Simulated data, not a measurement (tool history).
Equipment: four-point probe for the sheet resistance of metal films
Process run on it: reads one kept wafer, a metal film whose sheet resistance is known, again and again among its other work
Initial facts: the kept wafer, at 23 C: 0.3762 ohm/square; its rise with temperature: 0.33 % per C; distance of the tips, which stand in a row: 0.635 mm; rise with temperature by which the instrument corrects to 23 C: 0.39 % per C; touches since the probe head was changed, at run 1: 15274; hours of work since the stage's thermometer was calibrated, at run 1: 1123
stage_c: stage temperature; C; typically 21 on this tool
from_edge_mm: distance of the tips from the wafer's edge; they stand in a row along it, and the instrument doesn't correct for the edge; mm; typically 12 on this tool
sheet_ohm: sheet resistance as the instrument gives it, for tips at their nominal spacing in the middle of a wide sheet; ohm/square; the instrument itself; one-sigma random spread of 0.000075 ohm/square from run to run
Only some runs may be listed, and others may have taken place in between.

run,hour,stage_c,from_edge_mm,touches since the probe head was changed,hours of work since the stage's thermometer was calibrated,sheet_ohm
1,0,21,12,15274,1123,0.378135
2,49.3,21,54,16582,1145,0.377664
3,91.6,21,5,17707,1164,0.380844
4,114.9,21,5,18325,1174,0.380975
5,143,21,3,19071,1187,0.386712
6,189.3,21,12,20300,1207,0.378254
7,210.5,21,5,20864,1217,0.380933
8,231.8,21,5,21430,1226,0.38102
9,262.9,21,5,22255,1240,0.381105
10,303.4,24,12,23330,1258,0.377757
11,346.6,24,12,24477,1277,0.377769
12,394.8,24,12,25757,1299,0.377654
13,423,21,12,26507,1311,0.378552
14,458.4,21,12,27447,1327,0.378509
15,481.4,21,12,28057,1337,0.378544
16,520.2,21,5,29087,1354,0.381215
17,568.9,35,12,30379,1376,0.375382
18,613,35,12,31551,1396,0.375343
19,648.6,25,9,32496,1411,0.378078
20,681.6,22,12,33373,1426,0.378467
21,720.1,22,12,34395,1443,0.378511
# hour 723.6: stage's thermometer calibrated
22,748.9,22,12,35148,11,0.378667
23,775.1,21,17,35843,23,0.378595
24,823.5,21,17,37128,44,0.378689
25,856.4,32,12,38001,59,0.37651
26,893.3,19,12,38982,75,0.379666
27,925.5,19,12,39836,90,0.379559
28,969.1,24,13,40994,109,0.378271
# hour 997.1: stage's thermometer calibrated, once more
29,1008.8,24,13,42035,5,0.377384
30,1035,24,13,42731,17,0.377447
31,1078.9,24,13,43897,36,0.377564
32,1129.4,32,12,45238,59,0.375723
33,1151.5,24,12,45823,69,0.377659
34,1188.1,29,12,46796,85,0.376509
35,1216,29,12,47537,97,0.376526

Alternative continuations, all from the tool just after run 35; predict every row:
A,1264.5,22,16,48823,119,?
B,1264.5,32,12,48823,119,?
C,1264.5,20,42,48823,119,?

run,sheet_ohm
A,0.377963
B,0.375853
C,0.378154
Had the tool no hidden state, the same runs would have come out as:
run,sheet_ohm
A,0.376741
B,0.374637
C,0.376931
